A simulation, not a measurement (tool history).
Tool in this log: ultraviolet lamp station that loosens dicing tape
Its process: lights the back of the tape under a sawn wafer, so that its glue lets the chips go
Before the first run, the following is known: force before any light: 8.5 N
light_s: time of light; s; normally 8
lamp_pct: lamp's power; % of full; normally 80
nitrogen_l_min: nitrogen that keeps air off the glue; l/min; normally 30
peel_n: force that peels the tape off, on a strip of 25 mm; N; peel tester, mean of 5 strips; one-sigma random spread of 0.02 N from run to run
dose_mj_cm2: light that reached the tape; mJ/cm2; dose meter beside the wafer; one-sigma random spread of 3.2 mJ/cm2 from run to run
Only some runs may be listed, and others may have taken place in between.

run 1 hour=0.0 | light_s=8 lamp_pct=80 nitrogen_l_min=30 | peel_n=1.133 dose_mj_cm2=459
run 2 hour=16.4 | light_s=8 lamp_pct=80 nitrogen_l_min=13 | peel_n=2.075 dose_mj_cm2=452
run 3 hour=29.1 | light_s=8 lamp_pct=80 nitrogen_l_min=16 | peel_n=1.831 dose_mj_cm2=454
run 4 hour=51.3 | light_s=8 lamp_pct=82 nitrogen_l_min=16 | peel_n=1.724 dose_mj_cm2=455
run 5 hour=69.1 | light_s=8 lamp_pct=80 nitrogen_l_min=30 | peel_n=1.146 dose_mj_cm2=446
run 6 hour=80.1 | light_s=8 lamp_pct=84 nitrogen_l_min=30 | peel_n=1.092 dose_mj_cm2=462
run 7 hour=93.6 | light_s=8 lamp_pct=84 nitrogen_l_min=30 | peel_n=1.075 dose_mj_cm2=461
run 8 hour=104.6 | light_s=8 lamp_pct=87 nitrogen_l_min=30 | peel_n=1.052 dose_mj_cm2=475
run 9 hour=118.1 | light_s=8 lamp_pct=87 nitrogen_l_min=30 | peel_n=1.067 dose_mj_cm2=469
run 10 hour=131.6 | light_s=8 lamp_pct=87 nitrogen_l_min=30 | peel_n=1.107 dose_mj_cm2=456
run 11 hour=142.3 | light_s=8 lamp_pct=80 nitrogen_l_min=30 | peel_n=1.267 dose_mj_cm2=426
run 12 hour=151.5 | light_s=8 lamp_pct=80 nitrogen_l_min=30 | peel_n=1.298 dose_mj_cm2=415
run 13 hour=166.5 | light_s=8 lamp_pct=80 nitrogen_l_min=30 | peel_n=1.384 dose_mj_cm2=417
run 14 hour=188.9 | light_s=8 lamp_pct=80 nitrogen_l_min=30 | peel_n=1.354 dose_mj_cm2=413
run 15 hour=209.4 | light_s=8 lamp_pct=80 nitrogen_l_min=30 | peel_n=1.396 dose_mj_cm2=406
run 16 hour=219.5 | light_s=6 lamp_pct=80 nitrogen_l_min=30 | peel_n=2.215 dose_mj_cm2=305
run 17 hour=229.4 | light_s=8 lamp_pct=80 nitrogen_l_min=30 | peel_n=1.395 dose_mj_cm2=403
run 18 hour=240.0 | light_s=8 lamp_pct=89 nitrogen_l_min=30 | peel_n=1.210 dose_mj_cm2=443
run 19 hour=262.4 | light_s=8 lamp_pct=89 nitrogen_l_min=30 | peel_n=1.203 dose_mj_cm2=436
run 20 hour=276.2 | light_s=8 lamp_pct=89 nitrogen_l_min=30 | peel_n=1.268 dose_mj_cm2=436
run 21 hour=295.7 | light_s=8 lamp_pct=89 nitrogen_l_min=30 | peel_n=1.236 dose_mj_cm2=433
run 22 hour=313.8 | light_s=8 lamp_pct=89 nitrogen_l_min=30 | peel_n=1.228 dose_mj_cm2=423
run 23 hour=323.7 | light_s=11 lamp_pct=89 nitrogen_l_min=19 | peel_n=1.024 dose_mj_cm2=586
run 24 hour=342.4 | light_s=11 lamp_pct=89 nitrogen_l_min=19 | peel_n=1.046 dose_mj_cm2=573
run 25 hour=354.8 | light_s=5 lamp_pct=80 nitrogen_l_min=30 | peel_n=2.836 dose_mj_cm2=229
run 26 hour=369.8 | light_s=5 lamp_pct=80 nitrogen_l_min=30 | peel_n=3.079 dose_mj_cm2=232
run 27 hour=383.0 | light_s=5 lamp_pct=80 nitrogen_l_min=30 | peel_n=2.925 dose_mj_cm2=227
run 28 hour=399.5 | light_s=8 lamp_pct=73 nitrogen_l_min=16 | peel_n=2.707 dose_mj_cm2=331
run 29 hour=413.9 | light_s=13 lamp_pct=84 nitrogen_l_min=35 | peel_n=0.555 dose_mj_cm2=611
run 30 hour=426.5 | light_s=13 lamp_pct=84 nitrogen_l_min=35 | peel_n=0.578 dose_mj_cm2=605
run 31 hour=437.4 | light_s=8 lamp_pct=61 nitrogen_l_min=13 | peel_n=3.500 dose_mj_cm2=272
run 32 hour=460.2 | light_s=6 lamp_pct=90 nitrogen_l_min=31 | peel_n=2.110 dose_mj_cm2=295
run 33 hour=473.0 | light_s=6 lamp_pct=90 nitrogen_l_min=10 | peel_n=3.785 dose_mj_cm2=294
run 34 hour=482.2 | light_s=10 lamp_pct=80 nitrogen_l_min=20 | peel_n=1.655 dose_mj_cm2=431
run 35 hour=500.0 | light_s=10 lamp_pct=80 nitrogen_l_min=20 | peel_n=1.648 dose_mj_cm2=427
run 36 hour=519.2 | light_s=8 lamp_pct=86 nitrogen_l_min=16 | peel_n=2.377 dose_mj_cm2=361
run 37 hour=540.2 | light_s=8 lamp_pct=86 nitrogen_l_min=16 | peel_n=2.459 dose_mj_cm2=355
run 38 hour=555.6 | light_s=8 lamp_pct=86 nitrogen_l_min=16 | peel_n=2.516 dose_mj_cm2=349
run 39 hour=572.6 | light_s=8 lamp_pct=80 nitrogen_l_min=15 | peel_n=2.776 dose_mj_cm2=321
run 40 hour=589.6 | light_s=8 lamp_pct=80 nitrogen_l_min=15 | peel_n=2.889 dose_mj_cm2=316
run 41 hour=606.7 | light_s=8 lamp_pct=80 nitrogen_l_min=15 | peel_n=2.904 dose_mj_cm2=312
run 42 hour=628.9 | light_s=8 lamp_pct=76 nitrogen_l_min=30 | peel_n=2.222 dose_mj_cm2=293
-- hour=635.2 window cleaned of glue's vapour
run 43 hour=647.7 | light_s=8 lamp_pct=76 nitrogen_l_min=30 | peel_n=1.766 dose_mj_cm2=341

Forecast each of these 4 alternatives for the next run:
run A hour=665.5 | light_s=4 lamp_pct=80 nitrogen_l_min=51 | peel_n=? dose_mj_cm2=?
run B hour=665.5 | light_s=8 lamp_pct=72 nitrogen_l_min=44 | peel_n=? dose_mj_cm2=?
run C hour=665.5 | light_s=13 lamp_pct=64 nitrogen_l_min=42 | peel_n=? dose_mj_cm2=?
run D hour=665.5 | light_s=8 lamp_pct=74 nitrogen_l_min=56 | peel_n=? dose_mj_cm2=?

run=A peel_n=3.220 dose_mj_cm2=176
run=B peel_n=1.564 dose_mj_cm2=318
run=C peel_n=0.839 dose_mj_cm2=464
run=D peel_n=1.276 dose_mj_cm2=332
Take away the tool's hidden state, keep each run's random variation, and the runs would have read:
run=A peel_n=2.179 dose_mj_cm2=248
run=B peel_n=0.849 dose_mj_cm2=448
run=C peel_n=0.414 dose_mj_cm2=651
run=D peel_n=0.665 dose_mj_cm2=465
